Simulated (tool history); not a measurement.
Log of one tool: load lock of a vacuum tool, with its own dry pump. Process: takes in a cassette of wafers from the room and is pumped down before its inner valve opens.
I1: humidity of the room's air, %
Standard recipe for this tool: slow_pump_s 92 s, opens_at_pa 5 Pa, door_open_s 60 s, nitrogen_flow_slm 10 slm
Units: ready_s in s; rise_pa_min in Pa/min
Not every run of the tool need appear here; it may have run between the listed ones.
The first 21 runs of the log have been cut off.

{"run": 22, "hour": 5437.2, "slow_pump_s": 92, "opens_at_pa": 7, "door_open_s": 240, "nitrogen_flow_slm": 10, "I1": 45.1, "ready_s": 208.0, "rise_pa_min": 0.166}
{"run": 23, "hour": 5653.6, "slow_pump_s": 47, "opens_at_pa": 5, "door_open_s": 240, "nitrogen_flow_slm": 11, "I1": 40.1, "ready_s": 183.2, "rise_pa_min": 0.163}
{"run": 24, "hour": 5884.2, "slow_pump_s": 79, "opens_at_pa": 6, "door_open_s": 27, "nitrogen_flow_slm": 34, "I1": 46.3, "ready_s": 201.9, "rise_pa_min": 0.116}
{"run": 25, "hour": 6275.8, "slow_pump_s": 104, "opens_at_pa": 5, "door_open_s": 60, "nitrogen_flow_slm": 11, "I1": 45.2, "ready_s": 218.1, "rise_pa_min": 0.147}
{"run": 26, "hour": 6652.7, "slow_pump_s": 104, "opens_at_pa": 5, "door_open_s": 60, "nitrogen_flow_slm": 11, "I1": 45.1, "ready_s": 222.1, "rise_pa_min": 0.151}
{"run": 27, "hour": 6943.1, "slow_pump_s": 104, "opens_at_pa": 5, "door_open_s": 60, "nitrogen_flow_slm": 11, "I1": 46.3, "ready_s": 221.3, "rise_pa_min": 0.161}
{"run": 28, "hour": 7223.7, "slow_pump_s": 104, "opens_at_pa": 5, "door_open_s": 108, "nitrogen_flow_slm": 43, "I1": 42.4, "ready_s": 222.1, "rise_pa_min": 0.16}
{"run": 29, "hour": 7457.7, "slow_pump_s": 155, "opens_at_pa": 5, "door_open_s": 31, "nitrogen_flow_slm": 43, "I1": 45.9, "ready_s": 254.8, "rise_pa_min": 0.15}
{"run": 30, "hour": 7761.1, "slow_pump_s": 92, "opens_at_pa": 5, "door_open_s": 60, "nitrogen_flow_slm": 5, "I1": 46.6, "ready_s": 216.0, "rise_pa_min": 0.187}
{"run": 31, "hour": 8117.2, "slow_pump_s": 92, "opens_at_pa": 5, "door_open_s": 60, "nitrogen_flow_slm": 5, "I1": 43.1, "ready_s": 217.5, "rise_pa_min": 0.194}
{"run": 32, "hour": 8409.2, "slow_pump_s": 92, "opens_at_pa": 5, "door_open_s": 60, "nitrogen_flow_slm": 5, "I1": 43.3, "ready_s": 218.0, "rise_pa_min": 0.203}
{"run": 33, "hour": 8742.1, "slow_pump_s": 92, "opens_at_pa": 5, "door_open_s": 42, "nitrogen_flow_slm": 14, "I1": 43.5, "ready_s": 216.5, "rise_pa_min": 0.203}
{"run": 34, "hour": 8905.1, "slow_pump_s": 92, "opens_at_pa": 5, "door_open_s": 42, "nitrogen_flow_slm": 14, "I1": 44.6, "ready_s": 218.7, "rise_pa_min": 0.201}

Run 35 has not been measured yet. What should we expect?
{"run": 35, "hour": 9146.8, "slow_pump_s": 92, "opens_at_pa": 7, "door_open_s": 60, "nitrogen_flow_slm": 10, "I1": 45.6, "ready_s": "?", "rise_pa_min": "?"}

{"run 35": {"ready_s": 213.7, "rise_pa_min": 0.214}}
With the hidden condition absent and the run-to-run variation left alone, this run would have shown ready_s 190.0 s, rise_pa_min 0.034 Pa/min.
